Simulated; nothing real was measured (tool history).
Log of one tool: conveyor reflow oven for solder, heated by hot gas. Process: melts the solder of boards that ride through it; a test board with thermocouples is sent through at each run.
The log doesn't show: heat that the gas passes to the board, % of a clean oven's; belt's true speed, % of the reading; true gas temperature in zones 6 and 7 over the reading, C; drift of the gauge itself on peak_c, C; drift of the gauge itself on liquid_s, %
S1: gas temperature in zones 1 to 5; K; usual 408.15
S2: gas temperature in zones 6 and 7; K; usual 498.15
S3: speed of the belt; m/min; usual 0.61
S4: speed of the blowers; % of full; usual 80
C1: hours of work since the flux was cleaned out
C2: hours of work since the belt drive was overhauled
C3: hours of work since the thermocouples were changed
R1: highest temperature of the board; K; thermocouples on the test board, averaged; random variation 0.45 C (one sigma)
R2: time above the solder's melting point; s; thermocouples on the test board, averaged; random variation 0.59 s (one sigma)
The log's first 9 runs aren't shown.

run	day	S1	S2	S3	S4	C1	C2	C3	R1	R2
10	19.492	408.15	498.15	0.61	80	325	1236	424	480.55	49.5
11	20.712	408.15	498.15	0.61	80	343	1254	443	481.15	49.3
# day 23.062: flux residue cleaned out of gas plates and filters
12	23.242	408.15	498.15	0.61	80	3	1289	478	484.75	55.2
13	24.612	413.15	498.15	0.61	80	23	1310	498	485.95	56.3
14	27.108	408.15	506.15	0.61	80	61	1347	536	491.75	60.2
15	28.458	395.15	498.15	0.61	80	81	1368	556	482.25	47
16	30.521	408.15	498.15	0.61	80	113	1399	588	483.25	53.3
17	33.304	410.15	508.15	0.666	70	155	1441	630	486.45	51
18	34.683	408.15	499.15	0.61	80	175	1462	650	483.45	53.8
# day 36.533: belt drive overhauled, speed set with a stopwatch
19	36.996	408.15	499.15	0.61	80	208	7	683	484.25	51.5
20	38.675	408.15	499.15	0.61	80	233	32	708	483.65	50.7
21	40.588	408.15	499.15	0.544	80	262	61	737	487.25	62
22	43.404	408.15	499.15	0.538	80	305	104	780	486.75	61.8
23	44.742	408.15	499.15	0.538	80	325	124	800	487.05	61.7
24	46.546	408.15	487.15	0.72	80	352	151	827	467.25	21.8
25	47.825	408.15	487.15	0.72	80	371	170	846	467.05	22.6
# day 48.296: flux residue cleaned out of gas plates and filters
26	49.375	408.15	495.15	0.727	51	16	191	867	465.75	19.5
27	51.721	408.15	498.15	0.625	80	52	226	902	484.95	51.4
28	52.929	404.15	498.15	0.613	80	70	244	920	484.65	52.1
29	54.146	420.15	498.15	0.644	63	88	263	939	480.55	49.2
30	56.062	420.15	498.15	0.62	63	117	292	967	481.75	52.7
31	58.058	420.15	498.15	0.62	63	147	322	998	481.05	52.5
32	60.55	394.15	498.15	0.62	63	185	359	1035	475.95	35.5

3 ways to go on from here, each from the tool as it stands after run 32. What would each give?
A	63.342	402.15	495.15	0.61	64	227	401	1077	?	?
B	63.342	408.15	498.15	0.61	57	227	401	1077	?	?
C	63.342	411.15	492.15	0.62	75	227	401	1077	?	?

run	R1	R2
A	475.05	39.2
B	476.25	42.1
C	477.55	44.3
Without the tool's hidden state the same runs would have given:
run	R1	R2
A	474.55	39.1
B	475.65	41.8
C	476.85	44.2

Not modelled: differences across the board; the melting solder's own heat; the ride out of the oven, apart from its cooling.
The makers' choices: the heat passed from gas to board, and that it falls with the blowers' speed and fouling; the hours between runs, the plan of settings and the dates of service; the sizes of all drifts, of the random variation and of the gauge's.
